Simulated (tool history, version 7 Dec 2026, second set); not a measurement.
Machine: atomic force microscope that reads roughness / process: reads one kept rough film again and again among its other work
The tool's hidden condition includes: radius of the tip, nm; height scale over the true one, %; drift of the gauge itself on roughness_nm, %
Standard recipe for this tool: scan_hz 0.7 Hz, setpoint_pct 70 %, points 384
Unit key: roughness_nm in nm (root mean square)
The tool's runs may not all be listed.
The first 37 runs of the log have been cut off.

run,day,scan_hz,setpoint_pct,points,pictures with this tip,hours of work since the height scale was calibrated,roughness_nm
38,63.046,3.625,74,310,51,256,2.788
# day 64.242: new tip fitted
39,64.242,0.554,75,854,0,269,3.382
40,66.217,0.913,77,400,41,289,3.227
# day 67.862: new tip fitted
41,68.046,0.913,77,400,4,309,3.281
42,69.062,0.641,89,992,26,319,3.208
43,70.588,2.26,88,276,58,336,2.634
# day 71.521: new tip fitted
44,71.971,2.26,88,276,9,350,2.669
45,74.262,2.26,88,276,58,374,2.627
# day 75.15: new tip fitted
46,75.717,2.26,55,292,12,390,3.382

Predict each of these 5 candidate next runs independently; none follows another, all start after run 46:
A,77.004,0.7,83,384,39,403,?
B,77.004,2.247,60,262,39,403,?
C,77.004,2.559,87,853,39,403,?
D,77.004,2.291,55,427,39,403,?
E,77.004,2.931,58,384,39,403,?

run,roughness_nm
A,3.25
B,3.287
C,2.593
D,3.337
E,3.224
Stripped of hidden state, with their random variation kept, the same runs would have yielded:
run,roughness_nm
A,3.277
B,3.315
C,2.615
D,3.366
E,3.252
